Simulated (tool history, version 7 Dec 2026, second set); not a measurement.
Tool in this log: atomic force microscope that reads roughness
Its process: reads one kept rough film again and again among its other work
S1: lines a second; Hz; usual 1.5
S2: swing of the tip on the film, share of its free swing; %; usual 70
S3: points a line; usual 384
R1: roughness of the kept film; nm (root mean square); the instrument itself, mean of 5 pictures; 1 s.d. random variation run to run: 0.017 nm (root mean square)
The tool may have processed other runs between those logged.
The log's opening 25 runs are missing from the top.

run	hour	S1	S2	S3	R1
26	167.1	1.5	70	290	3.617
# hour 168.4: new tip fitted
27	175.9	1.5	70	290	4.058
28	180.2	1.5	70	290	4.061
29	187.2	1.5	70	290	4.015
30	193.7	1.16	58	687	4.122
# hour 195.6: height scale calibrated on a step standard
31	200.9	1.5	83	384	3.809
32	208	1.5	83	384	3.823
33	214.4	1.5	83	384	3.79
34	221.6	0.98	60	523	4.033
35	225.5	1.43	55	787	4.007
36	229.8	1.43	55	787	4.013
37	234.5	1.72	57	448	3.941
38	241.1	1.87	70	384	3.842
# hour 243.5: height scale calibrated on a step standard, once more
39	248.3	1.87	70	384	3.791
40	253.9	1.06	65	531	3.867
41	261.9	3.03	70	976	3.631
42	267.4	3.03	70	976	3.625
43	272.9	1.19	62	976	3.834
44	279.6	1.19	62	976	3.783
45	283.5	1.5	88	384	3.473

Expected results for the next run?
46	287.3	3.27	70	264	?

Run 46 produced R1 3.509 nm (root mean square).
Had the tool carried no hidden state, the very same run would have given R1 3.898 nm (root mean square).

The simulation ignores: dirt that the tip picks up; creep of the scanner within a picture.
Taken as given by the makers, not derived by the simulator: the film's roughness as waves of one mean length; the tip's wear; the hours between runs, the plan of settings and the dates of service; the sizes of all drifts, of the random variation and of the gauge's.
